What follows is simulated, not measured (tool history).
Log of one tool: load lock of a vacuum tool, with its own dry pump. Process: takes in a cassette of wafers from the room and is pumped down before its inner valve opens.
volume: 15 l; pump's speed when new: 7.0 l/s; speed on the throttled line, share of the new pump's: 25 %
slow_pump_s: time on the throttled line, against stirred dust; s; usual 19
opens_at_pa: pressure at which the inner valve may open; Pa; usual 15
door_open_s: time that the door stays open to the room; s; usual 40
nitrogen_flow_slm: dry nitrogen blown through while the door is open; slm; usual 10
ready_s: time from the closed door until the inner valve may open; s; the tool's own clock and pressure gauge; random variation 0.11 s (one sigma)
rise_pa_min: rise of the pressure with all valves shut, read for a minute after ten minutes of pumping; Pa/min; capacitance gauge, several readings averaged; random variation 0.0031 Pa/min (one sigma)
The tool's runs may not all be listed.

run	hour	slow_pump_s	opens_at_pa	door_open_s	nitrogen_flow_slm	incoming humidity of the room's air, %	ready_s	rise_pa_min
1	0.0	19	15	40	10	47.0	34.3	0.138
2	51.9	13	15	40	10	48.0	29.8	0.140
3	131.9	13	15	40	10	45.5	29.7	0.140
4	218.2	19	15	82	10	49.0	34.1	0.166
5	278.2	19	15	82	10	44.8	34.3	0.157
6	359.9	19	15	40	10	42.6	34.2	0.144
7	420.6	19	15	161	10	46.7	34.2	0.191
8	484.4	19	15	161	10	44.1	34.1	0.179
9	588.9	19	15	41	10	43.1	34.2	0.142
10	679.8	22	15	40	10	48.7	36.4	0.162
11	781.4	19	15	74	10	46.5	34.3	0.181
12	831.6	19	15	74	10	43.7	34.2	0.177
13	889.4	19	15	74	10	42.7	34.3	0.164
14	941.6	19	15	74	10	44.6	34.4	0.170
15	1012.8	19	29	40	10	42.3	32.9	0.154
16	1099.9	19	29	40	10	47.7	32.7	0.169
17	1183.6	19	29	32	10	46.9	32.6	0.167
18	1288.2	19	29	32	10	47.9	32.7	0.170
19	1382.0	11	15	40	10	43.4	28.8	0.170
20	1462.5	19	17	40	37	45.7	34.3	0.150
21	1544.7	19	14	121	18	45.4	34.5	0.191
22	1594.1	19	14	121	18	47.0	34.6	0.196
23	1672.3	18	24	154	38	46.4	32.7	0.178
24	1734.5	24	20	58	36	46.9	37.2	0.168
25	1823.5	24	20	81	36	44.0	37.2	0.173
26	1919.4	26	20	81	12	45.2	38.8	0.204
27	1966.8	26	20	81	12	42.9	39.1	0.196
28	2050.0	17	20	81	14	46.7	32.4	0.207
29	2148.0	12	15	40	10	48.1	29.3	0.194
30	2205.3	19	21	51	30	44.3	33.7	0.180
31	2284.1	22	15	40	26	44.3	36.7	0.184
32	2329.7	26	15	194	32	45.7	39.5	0.211
33	2388.9	26	26	167	33	46.0	38.3	0.209
34	2467.3	37	15	105	31	45.0	47.3	0.198
35	2528.8	37	10	105	31	45.0	48.7	0.202
36	2636.3	32	15	118	10	44.8	43.8	0.232
37	2710.2	32	25	44	8	45.4	43.0	0.214
# hour 2738.2: dry pump taken out, an overhauled one fitted
38	2821.3	27	28	43	37	47.5	37.7	0.197

Forecast each of these 3 alternatives for the next run:
A	2887.3	19	11	222	37	44.5	?	?
B	2887.3	16	28	43	17	45.4	?	?
C	2887.3	27	15	43	37	40.9	?	?

run	ready_s	rise_pa_min
A	33.5	0.217
B	29.4	0.204
C	39.1	0.184
Without the tool's hidden state the same runs would have given:
run	ready_s	rise_pa_min
A	33.7	0.076
B	29.6	0.063
C	39.2	0.042
